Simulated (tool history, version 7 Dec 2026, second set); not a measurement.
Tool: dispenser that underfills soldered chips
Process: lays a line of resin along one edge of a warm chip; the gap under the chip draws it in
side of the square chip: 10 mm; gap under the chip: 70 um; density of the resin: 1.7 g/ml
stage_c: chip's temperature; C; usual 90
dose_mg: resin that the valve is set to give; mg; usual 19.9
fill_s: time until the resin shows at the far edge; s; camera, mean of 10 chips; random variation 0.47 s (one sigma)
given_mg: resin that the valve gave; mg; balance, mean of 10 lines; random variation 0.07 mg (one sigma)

run,hour,stage_c,dose_mg,fill_s,given_mg
1,0.0,90,19.9,64.8,18.78
# hour 3.0: new syringe of resin
2,5.1,90,19.9,40.1,18.76
3,9.3,90,19.9,48.4,18.77
4,13.7,90,19.9,61.4,18.75
# hour 16.7: new syringe of resin
5,21.1,93,19.9,39.3,18.61
# hour 25.7: dispensing valve cleaned and set on the balance
6,29.5,91,19.9,62.8,19.85
# hour 31.2: new syringe of resin
7,36.8,91,19.9,46.4,19.68
8,40.8,91,19.9,57.3,19.67
# hour 44.7: new syringe of resin
9,48.6,91,19.9,42.1,19.63
10,54.2,90,19.7,57.5,19.35
# hour 58.5: new syringe of resin
11,60.0,90,19.7,36.5,19.37
12,67.7,80,17.7,91.8,17.40
13,71.0,80,17.7,109.3,17.35
# hour 72.0: new syringe of resin
14,75.1,91,24.0,39.5,23.40
15,81.0,88,24.2,59.1,23.54
# hour 85.5: new syringe of resin
16,86.1,88,24.2,40.6,23.49
17,90.7,88,24.2,51.7,23.60
18,96.2,79,25.0,102.1,24.26
# hour 98.8: new syringe of resin
19,99.8,80,24.2,57.3,23.47
20,105.2,80,24.2,76.6,23.30
21,111.1,85,18.3,82.7,17.55
# hour 112.5: new syringe of resin
22,117.0,85,18.3,55.5,17.55

Forecast each of these 3 alternatives for the next run:
A,123.6,87,19.9,?,?
B,123.6,85,19.8,?,?
C,123.6,100,19.1,?,?

run,fill_s,given_mg
A,70.8,18.99
B,77.8,18.90
C,40.0,18.34
Without the tool's hidden state the same runs would have given:
run,fill_s,given_mg
A,41.6,19.88
B,45.6,19.78
C,23.5,19.20

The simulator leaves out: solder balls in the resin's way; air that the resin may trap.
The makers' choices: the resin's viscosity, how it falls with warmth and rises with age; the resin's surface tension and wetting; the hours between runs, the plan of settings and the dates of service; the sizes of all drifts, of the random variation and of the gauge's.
